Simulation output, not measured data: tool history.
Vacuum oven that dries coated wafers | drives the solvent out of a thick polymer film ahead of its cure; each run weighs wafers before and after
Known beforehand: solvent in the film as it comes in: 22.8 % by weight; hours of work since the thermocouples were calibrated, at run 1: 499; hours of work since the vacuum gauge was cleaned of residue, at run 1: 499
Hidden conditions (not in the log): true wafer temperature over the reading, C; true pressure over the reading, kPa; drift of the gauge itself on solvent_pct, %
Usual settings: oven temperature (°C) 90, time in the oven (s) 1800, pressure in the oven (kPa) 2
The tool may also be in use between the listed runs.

| run | day | oven temperature (°C) | time in the oven (s) | pressure in the oven (kPa) | hours of work since the thermocouples were calibrated | hours of work since the vacuum gauge was cleaned of residue | solvent left in the film (%) |
|---|---|---|---|---|---|---|---|
| 1 | 0 | 90 | 1800 | 2 | 499 | 499 | 1.55 |
| 2 | 1.025 | 90 | 1800 | 1.98 | 511 | 511 | 1.48 |
| 3 | 2.008 | 90 | 1800 | 1.98 | 523 | 523 | 1.51 |
| 4 | 2.758 | 90 | 1800 | 1.98 | 533 | 533 | 1.55 |
| 5 | 3.958 | 90 | 1800 | 2 | 547 | 547 | 1.47 |
| 6 | 5.071 | 90 | 1800 | 2 | 561 | 561 | 1.51 |
| 7 | 5.712 | 90 | 1800 | 2 | 569 | 569 | 1.53 |
| 8 | 6.875 | 90 | 1800 | 2 | 583 | 583 | 1.43 |
| 9 | 8.125 | 90 | 1800 | 2 | 599 | 599 | 1.55 |
| 10 | 9.6 | 90 | 1800 | 2 | 617 | 617 | 1.47 |
| 11 | 10.904 | 90 | 1260 | 2 | 633 | 633 | 2.47 |
| 12 | 12.45 | 90 | 1800 | 4.51 | 652 | 652 | 2.78 |
| 13 | 13.729 | 90 | 1680 | 2 | 668 | 668 | 1.66 |
| 14 | 14.638 | 89 | 1800 | 6.04 | 679 | 679 | 3.66 |
| 15 | 15.721 | 90 | 1740 | 2 | 692 | 692 | 1.65 |
| 16 | 17.154 | 90 | 2400 | 5.51 | 710 | 710 | 2.83 |
| 17 | 17.858 | 90 | 2400 | 5.51 | 719 | 719 | 2.77 |

The logged runs with the hidden state left out (each run's random variation unchanged):
| run | solvent left in the film (%) |
|---|---|
| 1 | 1.61 |
| 2 | 1.54 |
| 3 | 1.58 |
| 4 | 1.61 |
| 5 | 1.54 |
| 6 | 1.58 |
| 7 | 1.6 |
| 8 | 1.51 |
| 9 | 1.62 |
| 10 | 1.55 |
| 11 | 2.67 |
| 12 | 2.92 |
| 13 | 1.77 |
| 14 | 3.85 |
| 15 | 1.75 |
| 16 | 2.93 |
| 17 | 2.88 |

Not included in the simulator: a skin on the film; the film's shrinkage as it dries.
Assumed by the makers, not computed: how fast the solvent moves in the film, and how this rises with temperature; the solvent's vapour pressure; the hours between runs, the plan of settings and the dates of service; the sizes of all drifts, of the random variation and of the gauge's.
